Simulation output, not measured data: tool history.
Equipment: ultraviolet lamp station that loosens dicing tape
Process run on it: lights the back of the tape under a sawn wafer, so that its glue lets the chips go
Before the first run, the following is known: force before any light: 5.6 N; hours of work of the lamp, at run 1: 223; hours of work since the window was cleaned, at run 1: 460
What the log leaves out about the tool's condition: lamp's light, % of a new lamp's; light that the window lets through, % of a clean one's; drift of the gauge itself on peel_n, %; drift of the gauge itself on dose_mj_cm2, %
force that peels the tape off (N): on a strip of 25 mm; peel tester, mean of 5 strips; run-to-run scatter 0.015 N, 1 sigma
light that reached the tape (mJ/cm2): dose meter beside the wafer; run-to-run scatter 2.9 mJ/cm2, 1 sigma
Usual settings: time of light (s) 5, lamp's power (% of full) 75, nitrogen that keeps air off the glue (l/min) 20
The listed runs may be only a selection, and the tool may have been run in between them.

run	hour	time of light (s)	lamp's power (% of full)	nitrogen that keeps air off the glue (l/min)	hours of work of the lamp	hours of work since the window was cleaned	force that peels the tape off (N)	light that reached the tape (mJ/cm2)
1	0	5	75	20	223	460	0.949	351
2	9.9	5	75	20	227	465	0.914	346
3	17.3	5	75	20	231	468	0.937	345
4	28.3	5	75	20	236	473	0.964	347
5	37.6	5	75	17	240	477	0.989	342
6	47.4	5	83	17	245	482	0.819	377
7	53.3	5	83	17	247	485	0.866	383
8	61.9	5	83	17	251	489	0.85	380
# hour 66.4: window cleaned of glue's vapour
9	75.6	5	83	17	258	4	0.934	351
10	82.5	5	75	28	261	7	0.971	322
# hour 90.2: window cleaned of glue's vapour, once more
11	92.4	5	75	28	265	1	0.687	394
12	100.5	5	75	20	269	5	0.77	394
13	112.7	5	75	20	275	10	0.785	393
14	119.8	5	61	7	278	14	1.436	316
15	130.3	5	73	20	283	19	0.827	374
16	143.1	5	93	38	289	24	0.457	478
17	155	5	93	38	294	30	0.455	480
18	164.4	5	93	38	298	34	0.476	481
19	172.5	5	93	38	302	38	0.475	477
20	179.7	5	93	38	306	41	0.463	478
21	189.8	5	99	14	310	46	0.537	510
22	200.1	5	99	14	315	51	0.553	505
23	213.2	9	91	8	321	57	0.326	841
24	225.5	3	75	9	327	63	1.933	233

Table of differences, measured result less the result of that run with no hidden state. Run-to-run variation is the same in both. Gauge scatter possibly is not:
run	force that peels the tape off (N)	light that reached the tape (mJ/cm2)
1	+0.216	-62
2	+0.212	-62
3	+0.217	-63
4	+0.225	-63
5	+0.233	-64
6	+0.198	-71
7	+0.212	-72
8	+0.21	-73
9	+0.31	-100
10	+0.317	-90
11	+0.045	-16
12	+0.05	-17
13	+0.054	-18
14	+0.081	-14
15	+0.062	-18
16	+0.034	-25
17	+0.036	-25
18	+0.039	-27
19	+0.039	-27
20	+0.04	-27
21	+0.05	-30
22	+0.052	-31
23	+0.023	-54
24	+0.126	-15
